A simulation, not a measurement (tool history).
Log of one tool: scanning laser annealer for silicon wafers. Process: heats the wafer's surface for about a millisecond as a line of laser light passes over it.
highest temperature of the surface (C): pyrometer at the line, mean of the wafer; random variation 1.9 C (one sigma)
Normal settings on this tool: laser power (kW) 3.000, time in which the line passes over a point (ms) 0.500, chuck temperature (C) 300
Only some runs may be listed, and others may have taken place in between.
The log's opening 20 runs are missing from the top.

| run | hour | laser power (kW) | time in which the line passes over a point (ms) | chuck temperature (C) | hours of work since the window was cleaned | hours of work since the power meter was calibrated | hours of work since the optics were aligned | highest temperature of the surface (C) |
|---|---|---|---|---|---|---|---|---|
| 21 | 312.2 | 3.000 | 0.500 | 297 | 440 | 307 | 59 | 1070 |
| 22 | 329.2 | 3.000 | 0.544 | 300 | 448 | 315 | 67 | 1108 |
| 23 | 344.4 | 2.966 | 0.459 | 321 | 455 | 322 | 74 | 1048 |
| 24 | 359.5 | 2.750 | 0.548 | 321 | 463 | 330 | 82 | 1047 |
| 25 | 370.1 | 2.750 | 0.548 | 321 | 468 | 335 | 87 | 1049 |
| 26 | 388.7 | 2.750 | 0.548 | 321 | 477 | 344 | 96 | 1049 |
| 27 | 404.7 | 2.803 | 0.548 | 300 | 485 | 352 | 104 | 1045 |
| 28 | 417.3 | 2.803 | 0.472 | 290 | 491 | 358 | 110 | 983 |
| 29 | 428.0 | 3.049 | 0.458 | 304 | 496 | 363 | 115 | 1058 |
| 30 | 438.7 | 2.626 | 0.381 | 310 | 501 | 368 | 120 | 882 |
| 31 | 450.5 | 2.626 | 0.381 | 310 | 507 | 374 | 126 | 882 |
| 32 | 469.4 | 2.552 | 0.358 | 273 | 516 | 383 | 135 | 806 |
| 33 | 484.6 | 2.552 | 0.358 | 273 | 523 | 390 | 143 | 807 |
| 34 | 497.1 | 2.759 | 0.394 | 288 | 529 | 396 | 149 | 907 |
| 35 | 518.0 | 2.622 | 0.593 | 332 | 540 | 407 | 159 | 1046 |
| 36 | 539.9 | 3.000 | 0.500 | 298 | 550 | 417 | 169 | 1070 |
| 37 | 553.4 | 3.000 | 0.500 | 298 | 557 | 424 | 176 | 1066 |
| 38 | 570.3 | 3.057 | 0.569 | 300 | 565 | 432 | 184 | 1140 |
| 39 | 583.2 | 2.985 | 0.600 | 278 | 571 | 438 | 191 | 1115 |
| 40 | 603.3 | 2.609 | 0.376 | 278 | 581 | 448 | 200 | 842 |

Below are 4 alternative next runs, each starting from the tool's condition after run 40. Predict each:
| A | 622.2 | 2.784 | 0.376 | 278 | 590 | 457 | 209 | ? |
| B | 622.2 | 3.000 | 0.513 | 297 | 590 | 457 | 209 | ? |
| C | 622.2 | 2.609 | 0.568 | 290 | 590 | 457 | 209 | ? |
| D | 622.2 | 3.000 | 0.436 | 300 | 590 | 457 | 209 | ? |

| run | highest temperature of the surface (C) |
|---|---|
| A | 883 |
| B | 1072 |
| C | 983 |
| D | 1015 |
The same runs, with their run-to-run variation unchanged, on a tool lacking any hidden condition would have given:
| run | highest temperature of the surface (C) |
|---|---|
| A | 901 |
| B | 1094 |
| C | 1002 |
| D | 1035 |

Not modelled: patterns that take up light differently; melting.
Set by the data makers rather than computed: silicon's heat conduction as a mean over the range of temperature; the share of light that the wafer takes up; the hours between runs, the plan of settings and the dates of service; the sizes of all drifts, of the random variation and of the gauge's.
